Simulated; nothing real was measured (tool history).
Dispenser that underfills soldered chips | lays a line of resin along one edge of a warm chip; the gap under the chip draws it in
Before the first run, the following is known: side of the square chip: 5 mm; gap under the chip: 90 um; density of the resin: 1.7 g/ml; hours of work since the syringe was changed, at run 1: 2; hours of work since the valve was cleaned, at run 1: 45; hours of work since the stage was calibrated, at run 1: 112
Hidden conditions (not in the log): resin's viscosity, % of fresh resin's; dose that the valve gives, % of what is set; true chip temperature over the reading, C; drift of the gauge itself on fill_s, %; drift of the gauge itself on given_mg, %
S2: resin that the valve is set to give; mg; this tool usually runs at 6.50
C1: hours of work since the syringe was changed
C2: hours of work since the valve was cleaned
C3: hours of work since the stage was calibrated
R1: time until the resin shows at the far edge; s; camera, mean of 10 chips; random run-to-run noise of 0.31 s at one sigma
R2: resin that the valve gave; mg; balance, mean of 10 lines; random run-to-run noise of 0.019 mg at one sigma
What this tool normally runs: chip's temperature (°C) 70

run 1 hour=0.0 | chip's_temperature_(°C)=70 S2=6.50 | C1=2 C2=45 C3=112 | R1=8.6 R2=6.42
run 2 hour=6.1 | chip's_temperature_(°C)=70 S2=6.50 | C1=7 C2=49 C3=116 | R1=9.4 R2=6.46
-- hour=9.2 new syringe of resin
run 3 hour=10.9 | chip's_temperature_(°C)=70 S2=6.92 | C1=1 C2=52 C3=119 | R1=7.7 R2=6.81
run 4 hour=19.6 | chip's_temperature_(°C)=70 S2=6.92 | C1=7 C2=58 C3=125 | R1=9.7 R2=6.81
-- hour=21.9 new syringe of resin
run 5 hour=26.2 | chip's_temperature_(°C)=70 S2=6.92 | C1=3 C2=62 C3=129 | R1=8.1 R2=6.79
-- hour=34.6 new syringe of resin
run 6 hour=34.9 | chip's_temperature_(°C)=70 S2=6.50 | C1=0 C2=68 C3=135 | R1=7.8 R2=6.37
run 7 hour=42.3 | chip's_temperature_(°C)=70 S2=6.50 | C1=5 C2=73 C3=140 | R1=9.2 R2=6.36
run 8 hour=46.4 | chip's_temperature_(°C)=70 S2=6.50 | C1=8 C2=76 C3=142 | R1=11.0 R2=6.34
-- hour=47.5 new syringe of resin
run 9 hour=55.0 | chip's_temperature_(°C)=70 S2=6.50 | C1=5 C2=81 C3=148 | R1=9.4 R2=6.33
-- hour=60.0 new syringe of resin
run 10 hour=60.7 | chip's_temperature_(°C)=70 S2=6.50 | C1=0 C2=85 C3=152 | R1=7.6 R2=6.34
run 11 hour=64.5 | chip's_temperature_(°C)=70 S2=5.67 | C1=3 C2=87 C3=154 | R1=8.5 R2=5.52
run 12 hour=71.8 | chip's_temperature_(°C)=70 S2=5.56 | C1=8 C2=92 C3=159 | R1=11.2 R2=5.38
-- hour=72.8 new syringe of resin
run 13 hour=78.2 | chip's_temperature_(°C)=70 S2=5.56 | C1=4 C2=96 C3=163 | R1=9.6 R2=5.38
-- hour=85.4 new syringe of resin
run 14 hour=86.5 | chip's_temperature_(°C)=70 S2=6.50 | C1=1 C2=102 C3=169 | R1=7.9 R2=6.27
run 15 hour=93.0 | chip's_temperature_(°C)=68 S2=6.50 | C1=5 C2=106 C3=173 | R1=10.6 R2=6.26
-- hour=98.0 new syringe of resin
run 16 hour=98.6 | chip's_temperature_(°C)=68 S2=6.50 | C1=0 C2=110 C3=177 | R1=8.0 R2=6.28
run 17 hour=106.7 | chip's_temperature_(°C)=85 S2=6.46 | C1=6 C2=115 C3=182 | R1=4.6 R2=6.23
-- hour=110.5 new syringe of resin
run 18 hour=115.6 | chip's_temperature_(°C)=77 S2=6.89 | C1=3 C2=121 C3=188 | R1=6.6 R2=6.63
-- hour=117.3 dispensing valve cleaned and set on the balance
-- hour=124.5 new syringe of resin
run 19 hour=125.5 | chip's_temperature_(°C)=77 S2=6.89 | C1=1 C2=5 C3=194 | R1=5.8 R2=6.87
run 20 hour=132.3 | chip's_temperature_(°C)=70 S2=7.65 | C1=5 C2=10 C3=198 | R1=9.9 R2=7.62
-- hour=137.0 new syringe of resin
run 21 hour=137.8 | chip's_temperature_(°C)=84 S2=6.49 | C1=1 C2=13 C3=202 | R1=4.4 R2=6.44
run 22 hour=145.1 | chip's_temperature_(°C)=79 S2=7.01 | C1=5 C2=18 C3=207 | R1=6.4 R2=6.94
-- hour=149.6 new syringe of resin
run 23 hour=152.3 | chip's_temperature_(°C)=79 S2=7.01 | C1=2 C2=23 C3=211 | R1=5.0 R2=6.90
run 24 hour=160.9 | chip's_temperature_(°C)=80 S2=6.97 | C1=8 C2=29 C3=217 | R1=6.5 R2=6.90
-- hour=162.0 new syringe of resin
run 25 hour=170.1 | chip's_temperature_(°C)=57 S2=5.84 | C1=5 C2=35 C3=223 | R1=18.9 R2=5.77
-- hour=174.5 new syringe of resin
run 26 hour=178.7 | chip's_temperature_(°C)=64 S2=6.31 | C1=3 C2=40 C3=229 | R1=12.4 R2=6.20
run 27 hour=184.1 | chip's_temperature_(°C)=64 S2=6.31 | C1=6 C2=44 C3=232 | R1=14.4 R2=6.22
-- hour=187.0 new syringe of resin
run 28 hour=193.4 | chip's_temperature_(°C)=64 S2=6.31 | C1=4 C2=50 C3=238 | R1=12.3 R2=6.21
-- hour=199.7 new syringe of resin
run 29 hour=202.0 | chip's_temperature_(°C)=64 S2=6.69 | C1=2 C2=56 C3=244 | R1=11.0 R2=6.56
run 30 hour=211.2 | chip's_temperature_(°C)=62 S2=6.50 | C1=8 C2=62 C3=250 | R1=16.9 R2=6.39
-- hour=212.6 new syringe of resin
run 31 hour=220.8 | chip's_temperature_(°C)=61 S2=6.34 | C1=6 C2=68 C3=256 | R1=15.6 R2=6.21

Across each entry between runs, compare the hidden state at the last listed run before it with the hidden state at the first listed run after it:
Run 2 -> run 3: new syringe of resin (hour 9.2)
  resin's viscosity, % of fresh resin's: 134.1 -> 104; dose that the valve gives, % of what is set: 98.51 -> 98.39; true chip temperature over the reading, C: -0.82 -> -0.84
  what was measured, less what the result would be without the hidden state, R1: +2.7 -> +0.6 s; R2: -0.10 -> -0.11 mg
Run 4 -> run 5: new syringe of resin (hour 21.9)
  resin's viscosity, % of fresh resin's: 136 -> 114.9; dose that the valve gives, % of what is set: 98.21 -> 98.07; true chip temperature over the reading, C: -0.87 -> -0.9
  what was measured, less what the result would be without the hidden state, R1: +3.0 -> +1.4 s; R2: -0.13 -> -0.13 mg
Run 5 -> run 6: new syringe of resin (hour 34.6)
  resin's viscosity, % of fresh resin's: 114.9 -> 102.5; dose that the valve gives, % of what is set: 98.07 -> 97.88; true chip temperature over the reading, C: -0.9 -> -0.93
  what was measured, less what the result would be without the hidden state, R1: +1.4 -> +0.5 s; R2: -0.13 -> -0.14 mg
Run 8 -> run 9: new syringe of resin (hour 47.5)
  resin's viscosity, % of fresh resin's: 146.4 -> 127.6; dose that the valve gives, % of what is set: 97.62 -> 97.43; true chip temperature over the reading, C: -0.98 -> -1.01
  what was measured, less what the result would be without the hidden state, R1: +3.8 -> +2.4 s; R2: -0.16 -> -0.17 mg
Run 9 -> run 10: new syringe of resin (hour 60.0)
  resin's viscosity, % of fresh resin's: 127.6 -> 103; dose that the valve gives, % of what is set: 97.43 -> 97.31; true chip temperature over the reading, C: -1.01 -> -1.03
  what was measured, less what the result would be without the hidden state, R1: +2.4 -> +0.6 s; R2: -0.17 -> -0.18 mg
Run 12 -> run 13: new syringe of resin (hour 72.8)
  resin's viscosity, % of fresh resin's: 144.9 -> 117.8; dose that the valve gives, % of what is set: 97.08 -> 96.96; true chip temperature over the reading, C: -1.08 -> -1.11
  what was measured, less what the result would be without the hidden state, R1: +3.9 -> +1.8 s; R2: -0.16 -> -0.17 mg
Run 13 -> run 14: new syringe of resin (hour 85.4)
  resin's viscosity, % of fresh resin's: 117.8 -> 104.5; dose that the valve gives, % of what is set: 96.96 -> 96.78; true chip temperature over the reading, C: -1.11 -> -1.14
  what was measured, less what the result would be without the hidden state, R1: +1.8 -> +0.8 s; R2: -0.17 -> -0.21 mg
Run 15 -> run 16: new syringe of resin (hour 98.0)
  resin's viscosity, % of fresh resin's: 127.6 -> 101.9; dose that the valve gives, % of what is set: 96.63 -> 96.52; true chip temperature over the reading, C: -1.17 -> -1.19
  what was measured, less what the result would be without the hidden state, R1: +2.8 -> +0.7 s; R2: -0.22 -> -0.22 mg
Run 17 -> run 18: new syringe of resin (hour 110.5)
  resin's viscosity, % of fresh resin's: 130.8 -> 116.7; dose that the valve gives, % of what is set: 96.34 -> 96.15; true chip temperature over the reading, C: -1.22 -> -1.25
  what was measured, less what the result would be without the hidden state, R1: +1.3 -> +1.2 s; R2: -0.24 -> -0.27 mg
Run 18 -> run 19: dispensing valve cleaned and set on the balance (hour 117.3); new syringe of resin (hour 124.5)
  resin's viscosity, % of fresh resin's: 116.7 -> 103.1; dose that the valve gives, % of what is set: 96.15 -> 99.82; true chip temperature over the reading, C: -1.25 -> -1.29
  what was measured, less what the result would be without the hidden state, R1: +1.2 -> +0.5 s; R2: -0.27 -> -0.01 mg
Run 20 -> run 21: new syringe of resin (hour 137.0)
  resin's viscosity, % of fresh resin's: 127.3 -> 101.2; dose that the valve gives, % of what is set: 99.67 -> 99.56; true chip temperature over the reading, C: -1.32 -> -1.34
  what was measured, less what the result would be without the hidden state, R1: +2.5 -> +0.3 s; R2: -0.03 -> -0.02 mg
Run 22 -> run 23: new syringe of resin (hour 149.6)
  resin's viscosity, % of fresh resin's: 126.7 -> 108.1; dose that the valve gives, % of what is set: 99.42 -> 99.26; true chip temperature over the reading, C: -1.37 -> -1.4
  what was measured, less what the result would be without the hidden state, R1: +1.6 -> +0.7 s; R2: -0.04 -> -0.05 mg
Run 24 -> run 25: new syringe of resin (hour 162.0)
  resin's viscosity, % of fresh resin's: 141 -> 126.6; dose that the valve gives, % of what is set: 99.06 -> 98.87; true chip temperature over the reading, C: -1.43 -> -1.47
  what was measured, less what the result would be without the hidden state, R1: +2.2 -> +5.2 s; R2: -0.07 -> -0.07 mg
Run 25 -> run 26: new syringe of resin (hour 174.5)
  resin's viscosity, % of fresh resin's: 126.6 -> 117; dose that the valve gives, % of what is set: 98.87 -> 98.69; true chip temperature over the reading, C: -1.47 -> -1.5
  what was measured, less what the result would be without the hidden state, R1: +5.2 -> +2.5 s; R2: -0.07 -> -0.08 mg
Run 27 -> run 28: new syringe of resin (hour 187.0)
  resin's viscosity, % of fresh resin's: 138.1 -> 121.3; dose that the valve gives, % of what is set: 98.56 -> 98.36; true chip temperature over the reading, C: -1.53 -> -1.56
  what was measured, less what the result would be without the hidden state, R1: +4.7 -> +3.0 s; R2: -0.09 -> -0.10 mg
Run 28 -> run 29: new syringe of resin (hour 199.7)
  resin's viscosity, % of fresh resin's: 121.3 -> 106.8; dose that the valve gives, % of what is set: 98.36 -> 98.19; true chip temperature over the reading, C: -1.56 -> -1.59
  what was measured, less what the result would be without the hidden state, R1: +3.0 -> +1.5 s; R2: -0.10 -> -0.12 mg
Run 30 -> run 31: new syringe of resin (hour 212.6)
  resin's viscosity, % of fresh resin's: 141.5 -> 127.7; dose that the valve gives, % of what is set: 98 -> 97.8; true chip temperature over the reading, C: -1.63 -> -1.67
  what was measured, less what the result would be without the hidden state, R1: +5.7 -> +4.4 s; R2: -0.13 -> -0.14 mg
